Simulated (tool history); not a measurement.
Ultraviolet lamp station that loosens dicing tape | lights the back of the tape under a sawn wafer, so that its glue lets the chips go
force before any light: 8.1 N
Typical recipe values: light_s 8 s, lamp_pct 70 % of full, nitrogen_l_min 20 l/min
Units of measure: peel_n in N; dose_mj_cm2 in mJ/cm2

run	hour	light_s	lamp_pct	nitrogen_l_min	peel_n	dose_mj_cm2
1	0.0	8	70	20	0.431	250
2	4.5	8	70	20	0.432	257
3	15.1	8	70	20	0.458	251
4	23.1	8	70	20	0.434	251
5	30.9	8	70	29	0.347	250
6	41.4	8	70	29	0.353	249
7	50.7	8	70	29	0.334	251
8	58.3	8	70	29	0.353	250
9	65.9	8	70	29	0.337	241
10	70.3	8	70	29	0.358	244
11	78.7	8	70	17	0.522	250
12	84.1	8	70	17	0.545	246
13	92.0	8	70	17	0.537	248
14	101.9	8	70	17	0.536	243
15	110.6	8	70	17	0.525	250
16	117.0	9	70	11	0.629	277
17	122.9	9	70	11	0.639	278
18	132.1	11	83	20	0.207	396
19	140.6	4	61	10	2.950	108
20	150.4	4	61	10	2.865	101
21	161.2	5	68	35	0.870	150
22	166.1	5	68	35	0.884	148
23	171.8	5	68	35	0.870	149
24	180.9	8	70	19	0.508	238
25	187.0	8	70	19	0.488	247
26	195.3	8	75	20	0.417	259
27	200.7	12	72	38	0.187	377
28	207.9	7	94	14	0.478	287
29	215.8	10	62	14	0.544	268
30	224.3	4	91	20	1.155	155

Below, some changes in peel_n between adjacent runs. For each, the amount present without the hidden state too (settings, incoming material, random variation) and the amount remaining for the hidden state with gauge scatter not shared by both compared results:
Hidden state present: lamp's light, % of a new lamp's; light that the window lets through, % of a clean one's; drift of the gauge itself on peel_n, %; drift of the gauge itself on dose_mj_cm2, %.
Run 18 -> 19: light_s 11 -> 4, lamp_pct 83 -> 61, nitrogen_l_min 20 -> 10. peel_n +2.743 N: hidden state +0.230, all else +2.513.
Run 20 -> 21: light_s 4 -> 5, lamp_pct 61 -> 68, nitrogen_l_min 10 -> 35. peel_n -1.995 N: hidden state -0.105, all else -1.890.
Run 29 -> 30: light_s 10 -> 4, lamp_pct 62 -> 91, nitrogen_l_min 14 -> 20. peel_n +0.611 N: hidden state +0.094, all else +0.517.
